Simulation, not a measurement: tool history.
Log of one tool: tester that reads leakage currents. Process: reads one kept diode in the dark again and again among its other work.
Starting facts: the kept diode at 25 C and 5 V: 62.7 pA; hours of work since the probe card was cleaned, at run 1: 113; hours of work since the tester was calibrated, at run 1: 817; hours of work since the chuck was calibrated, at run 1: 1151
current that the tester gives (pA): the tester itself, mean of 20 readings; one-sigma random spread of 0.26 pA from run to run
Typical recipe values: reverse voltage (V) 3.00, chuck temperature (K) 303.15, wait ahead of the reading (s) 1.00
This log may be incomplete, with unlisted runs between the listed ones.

run,day,reverse voltage (V),chuck temperature (K),wait ahead of the reading (s),hours of work since the probe card was cleaned,hours of work since the tester was calibrated,hours of work since the chuck was calibrated,current that the tester gives (pA)
1,0.000,3.00,303.15,1.00,113,817,1151,93.90
2,2.771,3.00,303.15,1.00,148,852,1187,94.12
3,4.471,3.00,303.15,1.00,170,874,1208,94.98
4,6.821,3.00,303.15,1.00,200,904,1238,94.81
5,9.138,14.77,303.15,1.00,229,933,1268,163.77
6,10.433,14.77,303.15,1.00,246,950,1284,164.08
7,12.771,3.00,303.15,1.00,276,979,1314,95.62
# day 13.054: chuck's temperature calibrated
8,14.304,3.00,303.15,1.00,294,998,16,100.09
9,16.833,3.00,300.15,1.00,326,1030,48,75.80
# day 17.462: chuck's temperature calibrated, once more
10,19.183,3.00,302.15,1.00,355,1059,22,78.99
11,21.500,3.00,303.15,1.00,385,1088,51,86.86
12,24.133,3.00,302.15,1.00,418,1122,85,79.66
13,26.500,9.05,303.15,1.41,448,1152,115,126.58
14,29.312,9.05,303.15,1.41,484,1188,151,126.82
15,30.675,3.00,307.15,1.07,501,1205,168,125.45
16,33.158,3.00,307.15,1.07,533,1237,200,125.69
17,35.008,8.25,307.15,1.07,557,1260,223,178.19
18,36.150,3.00,303.15,0.76,571,1275,238,88.99
19,38.512,3.00,303.15,0.76,601,1305,268,88.82
20,41.292,3.00,303.15,0.76,637,1340,303,89.21
21,44.004,1.33,303.15,0.76,671,1375,338,68.34
22,46.133,4.50,299.15,1.00,698,1402,365,70.99

Branching from run 22: 4 alternative next runs. What would each branch give?
A,48.092,2.72,294.15,3.23,723,1427,390,?
B,48.092,8.74,302.15,0.57,723,1427,390,?
C,48.092,7.94,303.15,1.00,723,1427,390,?
D,48.092,8.80,329.15,0.78,723,1427,390,?

run,current that the tester gives (pA)
A,37.14
B,119.23
C,125.49
D,1160.86
With no hidden state in the tool, these same runs would have given:
run,current that the tester gives (pA)
A,35.16
B,113.20
C,119.48
D,1130.41

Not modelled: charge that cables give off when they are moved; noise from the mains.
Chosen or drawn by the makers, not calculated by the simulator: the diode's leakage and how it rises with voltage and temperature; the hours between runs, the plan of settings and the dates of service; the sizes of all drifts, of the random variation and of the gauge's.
